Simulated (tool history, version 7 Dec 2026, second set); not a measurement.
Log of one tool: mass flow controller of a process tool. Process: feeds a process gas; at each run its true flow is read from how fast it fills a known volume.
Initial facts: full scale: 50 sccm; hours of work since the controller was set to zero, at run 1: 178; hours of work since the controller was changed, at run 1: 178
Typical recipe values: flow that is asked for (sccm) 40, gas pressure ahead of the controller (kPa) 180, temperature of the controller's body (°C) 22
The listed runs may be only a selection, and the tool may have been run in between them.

| run | hour | flow that is asked for (sccm) | gas pressure ahead of the controller (kPa) | temperature of the controller's body (°C) | hours of work since the controller was set to zero | hours of work since the controller was changed | true flow (%) |
|---|---|---|---|---|---|---|---|
| 1 | 0 | 40 | 180 | 22 | 178 | 178 | 99.68 |
| 2 | 244.6 | 40 | 180 | 22 | 282 | 282 | 99.76 |
| 3 | 517.3 | 40 | 180 | 26 | 398 | 398 | 99.6 |
| 4 | 746.4 | 40 | 180 | 26 | 496 | 496 | 99.47 |
| 5 | 1196.7 | 40 | 180 | 26 | 687 | 687 | 99.39 |
| 6 | 1423.6 | 40 | 180 | 26 | 784 | 784 | 99.33 |
| 7 | 1905.2 | 40 | 180 | 26 | 989 | 989 | 99.38 |
| 8 | 2267.2 | 40 | 180 | 26 | 1143 | 1143 | 99.32 |
| 9 | 2613.8 | 40 | 180 | 30 | 1291 | 1291 | 99.07 |
| 10 | 3053.3 | 40 | 180 | 30 | 1478 | 1478 | 98.93 |
| 11 | 3492.8 | 40 | 180 | 30 | 1665 | 1665 | 99.05 |

What does the tool deliver on the next run?
| 12 | 3882.2 | 40 | 180 | 30 | 1831 | 1831 | ? |

true flow (%): 98.92
On a tool with no hidden condition, and with the same random variation, this run would have come out at true flow (%) 99.45.
